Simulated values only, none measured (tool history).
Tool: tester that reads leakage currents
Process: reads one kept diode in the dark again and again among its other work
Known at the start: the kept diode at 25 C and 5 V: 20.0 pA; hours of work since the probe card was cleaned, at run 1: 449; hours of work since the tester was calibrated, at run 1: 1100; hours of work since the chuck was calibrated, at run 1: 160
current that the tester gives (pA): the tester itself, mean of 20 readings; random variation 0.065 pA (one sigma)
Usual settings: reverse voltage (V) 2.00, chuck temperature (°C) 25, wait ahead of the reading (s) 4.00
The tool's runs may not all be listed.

| run | hour | reverse voltage (V) | chuck temperature (°C) | wait ahead of the reading (s) | hours of work since the probe card was cleaned | hours of work since the tester was calibrated | hours of work since the chuck was calibrated | current that the tester gives (pA) |
|---|---|---|---|---|---|---|---|---|
| 1 | 0.0 | 2.00 | 25 | 4.00 | 449 | 1100 | 160 | 15.14 |
| 2 | 205.9 | 2.00 | 25 | 4.00 | 535 | 1186 | 246 | 15.44 |
| 3 | 385.0 | 9.68 | 25 | 4.00 | 610 | 1260 | 321 | 34.80 |
| 4 | 563.2 | 9.68 | 25 | 4.00 | 685 | 1335 | 395 | 35.82 |
| 5 | 716.8 | 9.68 | 25 | 4.00 | 749 | 1399 | 459 | 36.85 |
| 6 | 858.3 | 9.68 | 25 | 4.00 | 808 | 1458 | 518 | 37.84 |
| 7 | 1055.2 | 2.00 | 25 | 4.00 | 890 | 1540 | 600 | 16.99 |
| 8 | 1216.1 | 2.00 | 25 | 4.00 | 957 | 1607 | 667 | 17.43 |
| 9 | 1417.8 | 2.00 | 25 | 4.00 | 1041 | 1691 | 752 | 17.65 |
| 10 | 1520.6 | 2.00 | 25 | 4.00 | 1084 | 1734 | 795 | 17.78 |
|  | 1561.9 | probe card cleaned and baked |
| 11 | 1678.2 | 2.00 | 25 | 4.00 | 49 | 1799 | 859 | 15.74 |
| 12 | 1788.8 | 2.00 | 23 | 5.99 | 95 | 1845 | 905 | 13.73 |
|  | 1863.3 | chuck's temperature calibrated |
| 13 | 1980.1 | 3.02 | 32 | 4.72 | 174 | 1924 | 49 | 28.47 |
| 14 | 2085.0 | 1.09 | 51 | 4.83 | 217 | 1968 | 93 | 66.94 |
| 15 | 2248.9 | 1.09 | 51 | 8.55 | 286 | 2036 | 161 | 67.58 |
| 16 | 2457.0 | 2.23 | 55 | 1.61 | 373 | 2123 | 248 | 119.93 |

Forecast each of these 4 alternatives for the next run:
| A | 2662.4 | 2.00 | 25 | 0.99 | 458 | 2209 | 333 | ? |
| B | 2662.4 | 1.24 | 21 | 1.61 | 458 | 2209 | 333 | ? |
| C | 2662.4 | 1.60 | 55 | 1.03 | 458 | 2209 | 333 | ? |
| D | 2662.4 | 2.00 | 58 | 0.54 | 458 | 2209 | 333 | ? |

| run | current that the tester gives (pA) |
|---|---|
| A | 15.85 |
| B | 9.51 |
| C | 105.43 |
| D | 140.05 |
Without the tool's hidden state the same runs would have given:
| run | current that the tester gives (pA) |
|---|---|
| A | 13.95 |
| B | 8.34 |
| C | 99.20 |
| D | 131.94 |
